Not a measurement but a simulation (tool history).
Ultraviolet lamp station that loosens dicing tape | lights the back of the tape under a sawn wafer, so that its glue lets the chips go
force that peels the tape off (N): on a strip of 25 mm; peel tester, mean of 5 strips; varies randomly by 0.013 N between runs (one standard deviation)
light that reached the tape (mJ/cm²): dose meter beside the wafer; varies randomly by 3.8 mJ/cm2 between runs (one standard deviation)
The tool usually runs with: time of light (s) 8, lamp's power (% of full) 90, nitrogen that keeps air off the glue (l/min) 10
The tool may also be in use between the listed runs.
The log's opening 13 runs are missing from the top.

run	hour	time of light (s)	lamp's power (% of full)	nitrogen that keeps air off the glue (l/min)	force that peels the tape off (N)	light that reached the tape (mJ/cm²)
14	123.4	8	67	10	1.003	470
15	133.5	8	90	10	0.616	628
16	139.6	8	90	10	0.617	627
17	151.8	8	90	10	0.641	618
18	159.4	8	90	10	0.611	616
19	168.7	8	67	10	1.028	466
20	174.4	8	90	10	0.629	629
21	182.3	8	90	10	0.627	627
22	193.4	8	90	10	0.631	628

What will run 23 give?
23	201.1	8	90	10	?	?

Run 23 produced force that peels the tape off (N) 0.643, light that reached the tape (mJ/cm²) 625.
If the tool had no hidden condition, the same run with the same run-to-run variation would have returned force that peels the tape off (N) 0.64, light that reached the tape (mJ/cm²) 636.

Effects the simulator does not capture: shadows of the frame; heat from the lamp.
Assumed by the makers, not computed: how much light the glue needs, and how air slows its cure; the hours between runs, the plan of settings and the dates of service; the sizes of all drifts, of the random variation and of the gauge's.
